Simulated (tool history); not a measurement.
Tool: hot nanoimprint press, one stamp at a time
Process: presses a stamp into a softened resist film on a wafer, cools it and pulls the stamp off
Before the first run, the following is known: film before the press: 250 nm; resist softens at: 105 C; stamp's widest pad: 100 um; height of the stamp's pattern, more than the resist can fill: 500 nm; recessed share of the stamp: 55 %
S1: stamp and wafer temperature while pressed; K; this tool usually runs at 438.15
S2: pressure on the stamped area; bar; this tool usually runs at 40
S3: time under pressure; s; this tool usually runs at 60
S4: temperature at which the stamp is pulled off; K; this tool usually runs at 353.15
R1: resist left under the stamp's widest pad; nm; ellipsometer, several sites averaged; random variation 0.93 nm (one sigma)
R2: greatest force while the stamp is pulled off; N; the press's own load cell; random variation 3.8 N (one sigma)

{"run": 1, "hour": 0.0, "S1": 438.15, "S2": 40, "S3": 60, "S4": 353.15, "R1": 141.5, "R2": 305}
{"run": 2, "hour": 52.5, "S1": 438.15, "S2": 40, "S3": 60, "S4": 353.15, "R1": 144.5, "R2": 196}
{"run": 3, "hour": 128.5, "S1": 438.15, "S2": 40, "S3": 60, "S4": 353.15, "R1": 146.1, "R2": 218}
{"run": 4, "hour": 178.5, "S1": 438.15, "S2": 40, "S3": 60, "S4": 360.15, "R1": 146.6, "R2": 202}
{"run": 5, "hour": 241.7, "S1": 438.15, "S2": 40, "S3": 60, "S4": 355.15, "R1": 148.5, "R2": 268}
{"run": 6, "hour": 340.9, "S1": 438.15, "S2": 40, "S3": 60, "S4": 355.15, "R1": 152.6, "R2": 308}
{"run": 7, "hour": 420.0, "S1": 429.15, "S2": 40, "S3": 60, "S4": 353.15, "R1": 202, "R2": 205}
{"run": 8, "hour": 466.9, "S1": 429.15, "S2": 40, "S3": 60, "S4": 352.15, "R1": 202.4, "R2": 223}
{"run": 9, "hour": 522.2, "S1": 438.15, "S2": 40, "S3": 60, "S4": 353.15, "R1": 135.4, "R2": 248}
{"run": 10, "hour": 621.9, "S1": 438.15, "S2": 40, "S3": 60, "S4": 353.15, "R1": 139.4, "R2": 293}
{"run": 11, "hour": 669.5, "S1": 438.15, "S2": 40, "S3": 60, "S4": 353.15, "R1": 140.3, "R2": 314}
{"run": 12, "hour": 745.9, "S1": 438.15, "S2": 40, "S3": 60, "S4": 353.15, "R1": 140.3, "R2": 212}
{"run": 13, "hour": 821.0, "S1": 438.15, "S2": 40, "S3": 60, "S4": 353.15, "R1": 141.9, "R2": 242}
{"run": 14, "hour": 877.7, "S1": 438.15, "S2": 40, "S3": 60, "S4": 353.15, "R1": 144.6, "R2": 268}
{"run": 15, "hour": 973.1, "S1": 438.15, "S2": 34, "S3": 32, "S4": 353.15, "R1": 181.3, "R2": 309}
{"run": 16, "hour": 1014.1, "S1": 429.15, "S2": 63, "S3": 60, "S4": 340.15, "R1": 191.9, "R2": 436}
{"run": 17, "hour": 1109.5, "S1": 444.15, "S2": 63, "S3": 73, "S4": 340.15, "R1": 79.7, "R2": 304}
{"run": 18, "hour": 1163.3, "S1": 444.15, "S2": 31.5, "S3": 78, "S4": 343.15, "R1": 96, "R2": 298}
{"run": 19, "hour": 1220.5, "S1": 444.15, "S2": 35.7, "S3": 78, "S4": 346.15, "R1": 91.2, "R2": 300}
{"run": 20, "hour": 1270.2, "S1": 438.15, "S2": 25.4, "S3": 60, "S4": 353.15, "R1": 160, "R2": 271}
{"run": 21, "hour": 1353.2, "S1": 438.15, "S2": 24, "S3": 60, "S4": 353.15, "R1": 167.5, "R2": 324}
{"run": 22, "hour": 1458.5, "S1": 447.15, "S2": 54, "S3": 115, "S4": 349.15, "R1": 55.2, "R2": 247}
{"run": 23, "hour": 1543.4, "S1": 432.15, "S2": 54.8, "S3": 31, "S4": 352.15, "R1": 201.2, "R2": 274}
{"run": 24, "hour": 1601.0, "S1": 438.15, "S2": 40, "S3": 50, "S4": 352.15, "R1": 152.2, "R2": 284}
{"run": 25, "hour": 1692.1, "S1": 447.15, "S2": 56.8, "S3": 60, "S4": 340.15, "R1": 73.8, "R2": 260}
{"run": 26, "hour": 1770.8, "S1": 438.15, "S2": 56.6, "S3": 46, "S4": 353.15, "R1": 140.3, "R2": 225}
{"run": 27, "hour": 1857.2, "S1": 434.15, "S2": 38.3, "S3": 40, "S4": 339.15, "R1": 200, "R2": 347}
{"run": 28, "hour": 1935.2, "S1": 441.15, "S2": 40, "S3": 60, "S4": 353.15, "R1": 113.8, "R2": 271}

Taken out of this log: 10 entries between the listed runs. Where each belongs, and how the hidden state differs across it:
In the gap between runs 1 and 2: stamp cleaned and given a new release coat (hour 38)
  true temperature over the reading, C: -1.48 -> -1.63; pressure that arrives at the usual setting, %: 98.22 -> 98.08; grip of the stamp's worn release coat, % over a new coat's: 64 -> 2.9
  measured result minus the result with no hidden state, R1: +11.9 -> +13.3 nm; R2: +126 -> +14 N
In the gap between runs 6 and 7: stamp cleaned and given a new release coat (hour 365.8); plate thermocouple calibrated (hour 377.4)
  true temperature over the reading, C: -2.55 -> -0.18; pressure that arrives at the usual setting, %: 97.16 -> 96.96; grip of the stamp's worn release coat, % over a new coat's: 66.8 -> 10.5
  measured result minus the result with no hidden state, R1: +20.9 -> +2.7 nm; R2: +136 -> +21 N
In the gap between runs 11 and 12: stamp cleaned and given a new release coat (hour 695.7); press's hydraulic seals changed and the load cell set to zero (hour 711.1)
  true temperature over the reading, C: -1.02 -> -1.24; pressure that arrives at the usual setting, %: 96.18 -> 99.42; grip of the stamp's worn release coat, % over a new coat's: 66.3 -> 8.6
  measured result minus the result with no hidden state, R1: +9.8 -> +9.5 nm; R2: +131 -> +23 N
In the gap between runs 16 and 17: stamp cleaned and given a new release coat (hour 1030.9)
  true temperature over the reading, C: -2.11 -> -2.41; pressure that arrives at the usual setting, %: 98.49 -> 98.21; grip of the stamp's worn release coat, % over a new coat's: 68.6 -> 16.2
  measured result minus the result with no hidden state, R1: +17.6 -> +12.3 nm; R2: +188 -> +55 N
In the gap between runs 17 and 18: plate thermocouple calibrated (hour 1135.6)
  true temperature over the reading, C: -2.41 -> -0.2; pressure that arrives at the usual setting, %: 98.21 -> 98.04; grip of the stamp's worn release coat, % over a new coat's: 16.2 -> 27.1
  measured result minus the result with no hidden state, R1: +12.3 -> +1.9 nm; R2: +55 -> +64 N
In the gap between runs 21 and 22: stamp cleaned and given a new release coat (hour 1363.3)
  true temperature over the reading, C: -0.83 -> -1.14; pressure that arrives at the usual setting, %: 97.37 -> 97.07; grip of the stamp's worn release coat, % over a new coat's: 70.8 -> 19.7
  measured result minus the result with no hidden state, R1: +7 -> +4.9 nm; R2: +138 -> +47 N
In the gap between runs 24 and 25: stamp cleaned and given a new release coat (hour 1691.7)
  true temperature over the reading, C: -1.6 -> -1.9; pressure that arrives at the usual setting, %: 96.61 -> 96.35; grip of the stamp's worn release coat, % over a new coat's: 51.4 -> 0.1
  measured result minus the result with no hidden state, R1: +14 -> +10 nm; R2: +105 -> +10 N
In the gap between runs 27 and 28: plate thermocouple calibrated (hour 1885.3)
  true temperature over the reading, C: -2.44 -> -0.09; pressure that arrives at the usual setting, %: 95.8 -> 95.56; grip of the stamp's worn release coat, % over a new coat's: 35 -> 52.1
  measured result minus the result with no hidden state, R1: +18.8 -> +3 nm; R2: +102 -> +93 N

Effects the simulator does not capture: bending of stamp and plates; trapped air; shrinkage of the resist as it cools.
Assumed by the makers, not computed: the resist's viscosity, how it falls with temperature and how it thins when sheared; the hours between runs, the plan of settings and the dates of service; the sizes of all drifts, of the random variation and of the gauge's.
